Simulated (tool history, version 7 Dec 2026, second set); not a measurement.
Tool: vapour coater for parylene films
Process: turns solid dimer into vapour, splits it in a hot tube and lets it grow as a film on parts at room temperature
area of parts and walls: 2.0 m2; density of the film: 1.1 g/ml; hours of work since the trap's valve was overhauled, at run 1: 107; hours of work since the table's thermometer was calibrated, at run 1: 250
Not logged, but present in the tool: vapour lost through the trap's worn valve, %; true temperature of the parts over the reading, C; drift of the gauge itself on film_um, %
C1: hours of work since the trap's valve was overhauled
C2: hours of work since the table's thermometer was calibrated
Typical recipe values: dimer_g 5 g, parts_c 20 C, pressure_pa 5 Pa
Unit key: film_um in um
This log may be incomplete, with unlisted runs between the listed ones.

{"run": 1, "hour": 0.0, "dimer_g": 5, "parts_c": 20, "pressure_pa": 5, "C1": 107, "C2": 250, "film_um": 1.265}
{"run": 2, "hour": 23.8, "dimer_g": 7, "parts_c": 20, "pressure_pa": 5, "C1": 117, "C2": 260, "film_um": 1.76}
{"run": 3, "hour": 47.6, "dimer_g": 7, "parts_c": 20, "pressure_pa": 5, "C1": 127, "C2": 270, "film_um": 1.756}
{"run": 4, "hour": 63.9, "dimer_g": 5, "parts_c": 20, "pressure_pa": 5, "C1": 134, "C2": 277, "film_um": 1.244}
{"run": 5, "hour": 85.1, "dimer_g": 5, "parts_c": 20, "pressure_pa": 5, "C1": 143, "C2": 286, "film_um": 1.255}
{"run": 6, "hour": 110.1, "dimer_g": 5, "parts_c": 24, "pressure_pa": 5, "C1": 154, "C2": 296, "film_um": 1.131}
{"run": 7, "hour": 123.6, "dimer_g": 5, "parts_c": 24, "pressure_pa": 5, "C1": 159, "C2": 302, "film_um": 1.12}
{"run": 8, "hour": 140.8, "dimer_g": 5, "parts_c": 24, "pressure_pa": 5, "C1": 167, "C2": 309, "film_um": 1.112}
{"hour": 143.5, "done": "table's thermometer calibrated"}
{"run": 9, "hour": 154.6, "dimer_g": 5, "parts_c": 24, "pressure_pa": 5, "C1": 172, "C2": 5, "film_um": 1.129}
{"run": 10, "hour": 166.5, "dimer_g": 5, "parts_c": 24, "pressure_pa": 5, "C1": 177, "C2": 10, "film_um": 1.123}
{"run": 11, "hour": 190.0, "dimer_g": 5, "parts_c": 24, "pressure_pa": 5, "C1": 187, "C2": 20, "film_um": 1.11}
{"run": 12, "hour": 215.9, "dimer_g": 5, "parts_c": 24, "pressure_pa": 9.63, "C1": 198, "C2": 31, "film_um": 0.957}
{"run": 13, "hour": 233.5, "dimer_g": 5, "parts_c": 32, "pressure_pa": 9.63, "C1": 205, "C2": 38, "film_um": 0.784}
{"run": 14, "hour": 261.5, "dimer_g": 3, "parts_c": 16, "pressure_pa": 5, "C1": 217, "C2": 50, "film_um": 0.817}
{"run": 15, "hour": 287.1, "dimer_g": 2, "parts_c": 27, "pressure_pa": 10.8, "C1": 228, "C2": 61, "film_um": 0.347}
{"hour": 305.4, "done": "table's thermometer calibrated, once more"}
{"run": 16, "hour": 305.4, "dimer_g": 4, "parts_c": 27, "pressure_pa": 4.27, "C1": 235, "C2": 0, "film_um": 0.824}
{"run": 17, "hour": 325.7, "dimer_g": 4, "parts_c": 27, "pressure_pa": 4.27, "C1": 244, "C2": 9, "film_um": 0.835}
{"run": 18, "hour": 343.1, "dimer_g": 4, "parts_c": 27, "pressure_pa": 4.27, "C1": 251, "C2": 16, "film_um": 0.8}
{"run": 19, "hour": 371.2, "dimer_g": 3, "parts_c": 27, "pressure_pa": 4.27, "C1": 263, "C2": 28, "film_um": 0.625}
{"run": 20, "hour": 391.7, "dimer_g": 3, "parts_c": 27, "pressure_pa": 4.27, "C1": 272, "C2": 36, "film_um": 0.62}
{"run": 21, "hour": 407.5, "dimer_g": 3, "parts_c": 27, "pressure_pa": 4.27, "C1": 278, "C2": 43, "film_um": 0.609}
{"run": 22, "hour": 430.8, "dimer_g": 5, "parts_c": 20, "pressure_pa": 7.31, "C1": 288, "C2": 53, "film_um": 1.074}
{"run": 23, "hour": 447.6, "dimer_g": 8, "parts_c": 29, "pressure_pa": 3.85, "C1": 295, "C2": 60, "film_um": 1.561}
{"run": 24, "hour": 461.9, "dimer_g": 8, "parts_c": 15, "pressure_pa": 8.05, "C1": 301, "C2": 66, "film_um": 1.921}
{"run": 25, "hour": 476.0, "dimer_g": 6, "parts_c": 13, "pressure_pa": 5, "C1": 307, "C2": 72, "film_um": 1.683}

Here are 5 independent what-if runs from the current tool condition. What would each one return?
{"run": "A", "hour": 500.2, "dimer_g": 5, "parts_c": 13, "pressure_pa": 7.69, "C1": 318, "C2": 82, "film_um": "?"}
{"run": "B", "hour": 500.2, "dimer_g": 6, "parts_c": 18, "pressure_pa": 4.43, "C1": 318, "C2": 82, "film_um": "?"}
{"run": "C", "hour": 500.2, "dimer_g": 5, "parts_c": 13, "pressure_pa": 6.07, "C1": 318, "C2": 82, "film_um": "?"}
{"run": "D", "hour": 500.2, "dimer_g": 9, "parts_c": 16, "pressure_pa": 5, "C1": 318, "C2": 82, "film_um": "?"}
{"run": "E", "hour": 500.2, "dimer_g": 7, "parts_c": 28, "pressure_pa": 3.32, "C1": 318, "C2": 82, "film_um": "?"}

run=A film_um=1.27
run=B film_um=1.509
run=C film_um=1.34
run=D film_um=2.317
run=E film_um=1.452
What these runs would have given with no unlogged condition in the tool:
run=A film_um=1.427
run=B film_um=1.696
run=C film_um=1.505
run=D film_um=2.605
run=E film_um=1.632
